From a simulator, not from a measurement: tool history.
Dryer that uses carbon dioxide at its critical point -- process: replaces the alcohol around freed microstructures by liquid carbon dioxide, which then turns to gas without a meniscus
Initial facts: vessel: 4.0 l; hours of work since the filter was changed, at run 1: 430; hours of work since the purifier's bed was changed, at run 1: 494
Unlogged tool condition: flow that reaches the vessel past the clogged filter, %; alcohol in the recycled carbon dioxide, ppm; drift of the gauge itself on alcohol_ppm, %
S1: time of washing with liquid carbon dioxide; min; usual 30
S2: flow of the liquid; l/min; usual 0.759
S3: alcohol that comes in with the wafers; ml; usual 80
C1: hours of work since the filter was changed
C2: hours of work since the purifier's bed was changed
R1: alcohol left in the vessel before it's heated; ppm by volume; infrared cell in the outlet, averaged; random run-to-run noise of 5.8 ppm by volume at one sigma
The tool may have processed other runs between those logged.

run	hour	S1	S2	S3	C1	C2	R1
1	0.0	30	0.759	80	430	494	394
2	36.5	30	0.759	80	444	508	384
3	80.0	30	0.485	80	462	525	1740
4	119.1	30	0.485	80	477	541	1705
5	161.8	30	0.485	80	494	558	1815
6	198.7	30	0.485	81	509	573	1820
7	218.9	30	0.759	115	517	581	612
8	247.6	30	0.759	80	528	592	445
9	269.7	30	0.759	80	537	601	446
10	307.2	30	0.759	80	552	616	441
# hour 334.4: inlet filter changed
11	334.4	30	0.759	80	0	626	243
12	358.8	30	0.759	80	10	636	248
13	402.0	30	0.759	80	27	653	252
14	440.8	30	0.759	74	42	669	248
15	474.9	30	0.759	74	56	682	250
16	511.5	30	0.759	74	71	697	257
17	537.2	30	0.759	74	81	707	251
18	566.8	30	0.759	74	93	719	266
19	585.3	30	0.759	106	100	726	373
20	607.2	30	0.759	106	109	735	362
21	625.7	30	1.110	80	116	742	90
22	646.0	30	0.759	55	124	750	217
23	666.4	30	0.759	55	132	758	214
24	707.3	43	1.190	35	148	775	58
25	743.9	20	0.732	28	163	789	477
26	764.8	28	0.759	38	171	798	227
27	806.9	22	0.674	61	188	814	953
28	830.0	33	0.459	29	197	824	529
29	861.0	45	0.459	29	210	836	228
30	896.8	30	0.861	72	224	850	196
31	935.5	30	0.861	72	239	866	202
32	980.4	30	1.123	29	257	883	89
33	999.6	30	0.759	27	265	891	160
34	1019.9	32	0.729	39	273	899	192
35	1064.3	44	0.866	27	291	917	78
36	1108.6	32	0.925	109	308	934	174
37	1149.3	44	0.619	80	324	951	215
38	1170.2	22	0.482	23	333	959	975
39	1208.5	30	1.073	86	348	974	134
40	1228.2	30	1.073	86	356	982	128
41	1273.3	22	0.965	32	374	1000	243
42	1297.0	22	0.965	32	383	1009	230

What will run 43 give?
43	1315.7	29	0.759	24	391	1017	?

Run 43 gave R1 184 ppm by volume.
If the tool had no hidden condition, the same run with the same run-to-run variation would have returned R1 68 ppm by volume.

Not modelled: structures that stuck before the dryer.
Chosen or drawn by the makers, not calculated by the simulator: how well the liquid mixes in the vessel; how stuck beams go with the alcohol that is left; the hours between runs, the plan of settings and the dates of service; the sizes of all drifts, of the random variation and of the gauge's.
